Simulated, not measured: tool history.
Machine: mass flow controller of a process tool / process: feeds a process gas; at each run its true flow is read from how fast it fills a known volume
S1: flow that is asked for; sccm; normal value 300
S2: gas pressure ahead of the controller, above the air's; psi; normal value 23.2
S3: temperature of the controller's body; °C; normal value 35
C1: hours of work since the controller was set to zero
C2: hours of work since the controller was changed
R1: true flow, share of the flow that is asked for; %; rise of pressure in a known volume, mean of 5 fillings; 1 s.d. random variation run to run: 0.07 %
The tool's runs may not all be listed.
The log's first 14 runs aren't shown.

{"run": 15, "day": 72.846, "S1": 300, "S2": 23.2, "S3": 33, "C1": 50, "C2": 4868, "R1": 98.75}
{"run": 16, "day": 76.762, "S1": 300, "S2": 23.2, "S3": 33, "C1": 105, "C2": 4923, "R1": 98.82}
{"run": 17, "day": 79.925, "S1": 300, "S2": 23.2, "S3": 38, "C1": 149, "C2": 4967, "R1": 98.14}
{"run": 18, "day": 84.021, "S1": 300, "S2": 32.3, "S3": 35, "C1": 206, "C2": 5024, "R1": 98.33}
{"run": 19, "day": 89.171, "S1": 300, "S2": 23.2, "S3": 35, "C1": 278, "C2": 5096, "R1": 98.42}
{"run": 20, "day": 94.871, "S1": 300, "S2": 23.2, "S3": 35, "C1": 358, "C2": 5176, "R1": 98.38}
{"run": 21, "day": 100.275, "S1": 300, "S2": 23.2, "S3": 35, "C1": 433, "C2": 5251, "R1": 98.41}
{"run": 22, "day": 105.2, "S1": 300, "S2": 23.2, "S3": 35, "C1": 502, "C2": 5320, "R1": 98.47}
{"run": 23, "day": 110.925, "S1": 300, "S2": 23.2, "S3": 36, "C1": 582, "C2": 5400, "R1": 98.36}
{"run": 24, "day": 114.592, "S1": 300, "S2": 23.2, "S3": 36, "C1": 633, "C2": 5451, "R1": 98.3}
{"run": 25, "day": 118.162, "S1": 300, "S2": 23.2, "S3": 36, "C1": 683, "C2": 5501, "R1": 98.36}
{"run": 26, "day": 122.621, "S1": 366, "S2": 30.7, "S3": 29, "C1": 745, "C2": 5563, "R1": 99.19}
{"run": 27, "day": 126.25, "S1": 300, "S2": 23.2, "S3": 33, "C1": 796, "C2": 5614, "R1": 98.67}
{"run": 28, "day": 130.825, "S1": 159, "S2": 29.3, "S3": 22, "C1": 860, "C2": 5678, "R1": 99.47}
{"run": 29, "day": 134.121, "S1": 300, "S2": 29.6, "S3": 24, "C1": 906, "C2": 5724, "R1": 99.58}
{"run": 30, "day": 139.054, "S1": 496, "S2": 22.9, "S3": 25, "C1": 975, "C2": 5793, "R1": 100.04}
{"run": 31, "day": 142.975, "S1": 143, "S2": 36, "S3": 35, "C1": 1030, "C2": 5848, "R1": 97.9}
{"run": 32, "day": 148.875, "S1": 300, "S2": 23.2, "S3": 25, "C1": 1112, "C2": 5930, "R1": 99.56}
{"run": 33, "day": 154.508, "S1": 312, "S2": 28.1, "S3": 35, "C1": 1191, "C2": 6009, "R1": 98.39}
{"run": 34, "day": 159.908, "S1": 300, "S2": 23.2, "S3": 39, "C1": 1266, "C2": 6084, "R1": 98.1}
{"run": 35, "day": 165.121, "S1": 55, "S2": 21.3, "S3": 23, "C1": 1339, "C2": 6157, "R1": 99.01}
{"run": 36, "day": 168.358, "S1": 55, "S2": 36, "S3": 37, "C1": 1384, "C2": 6202, "R1": 97.51}
{"run": 37, "day": 175.367, "S1": 183, "S2": 23.2, "S3": 36, "C1": 1482, "C2": 6300, "R1": 98.12}
{"run": 38, "day": 178.608, "S1": 103, "S2": 29.6, "S3": 21, "C1": 1528, "C2": 6345, "R1": 99.34}
{"run": 39, "day": 184.433, "S1": 469, "S2": 29.6, "S3": 38, "C1": 1609, "C2": 6427, "R1": 98.47}

Run 40 is up next; what results do you expect?
{"run": 40, "day": 191.712, "S1": 53, "S2": 38.3, "S3": 21, "C1": 1711, "C2": 6528, "R1": "?"}

R1: 99.22 %
Take away the tool's hidden state, keep the run-to-run variation as it was, and the same run would have given R1 99.23 %.
